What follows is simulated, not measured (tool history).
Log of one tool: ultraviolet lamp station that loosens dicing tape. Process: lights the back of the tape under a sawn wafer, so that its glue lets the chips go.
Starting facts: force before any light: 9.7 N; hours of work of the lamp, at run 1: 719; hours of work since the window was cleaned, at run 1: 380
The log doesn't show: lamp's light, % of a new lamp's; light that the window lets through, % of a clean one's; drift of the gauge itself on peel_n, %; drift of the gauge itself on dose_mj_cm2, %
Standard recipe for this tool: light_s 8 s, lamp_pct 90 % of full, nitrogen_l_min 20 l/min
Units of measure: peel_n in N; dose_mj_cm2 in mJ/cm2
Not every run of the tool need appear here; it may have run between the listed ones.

run	hour	light_s	lamp_pct	nitrogen_l_min	hours of work of the lamp	hours of work since the window was cleaned	peel_n	dose_mj_cm2
1	0	8	90	20	719	380	1.346	300
2	45.1	7	90	20	742	403	1.729	259
3	78.8	8	71	20	760	420	2.008	232
4	121.8	8	71	20	782	442	2.024	232
5	151.3	8	71	20	797	458	2.034	226
6	175.7	8	90	20	810	470	1.443	288
7	217.2	8	90	20	831	492	1.448	282
8	255.8	8	90	20	851	511	1.454	278
9	281.7	8	90	20	864	525	1.546	280
10	309.2	8	90	20	878	539	1.621	270
11	338.1	8	90	20	893	554	1.521	271
12	365.3	8	90	20	907	568	1.612	265
13	389.1	8	90	24	920	580	1.475	266
14	433	8	90	7	942	603	2.807	262
15	473.2	6	90	12	963	623	3.208	196
16	516.8	4	90	25	985	646	3.818	129
17	537.7	6	90	20	996	657	2.652	191
# hour 540.3: window cleaned of glue's vapour
# hour 573.7: lamp changed
18	578.3	11	61	26	2	19	0.977	320
19	601.9	13	61	9	15	31	1.441	379
20	642.5	13	61	9	35	52	1.527	377
21	681.5	13	61	9	56	72	1.533	372
22	717.3	13	61	9	74	91	1.564	367
23	746.7	13	74	9	89	106	1.052	436
24	768.9	6	74	20	101	117	2.436	200
# hour 776.3: window cleaned of glue's vapour, once more
25	808.9	13	66	33	121	17	0.382	471
26	848.4	13	75	33	141	37	0.32	529
27	894.2	5	63	31	165	61	2.563	167
28	916.2	8	63	6	176	72	3.046	269

Predict each of these 3 candidate next runs independently; none follows another, all start after run 28:
A	946	4	63	6	191	87	?	?
B	946	6	93	36	191	87	?	?
C	946	13	86	25	191	87	?	?

run	peel_n	dose_mj_cm2
A	5.552	139
B	0.985	295
C	0.283	591
Stripped of hidden state, with their random variation kept, the same runs would have yielded:
run	peel_n	dose_mj_cm2
A	5.24	153
B	0.809	324
C	0.245	651

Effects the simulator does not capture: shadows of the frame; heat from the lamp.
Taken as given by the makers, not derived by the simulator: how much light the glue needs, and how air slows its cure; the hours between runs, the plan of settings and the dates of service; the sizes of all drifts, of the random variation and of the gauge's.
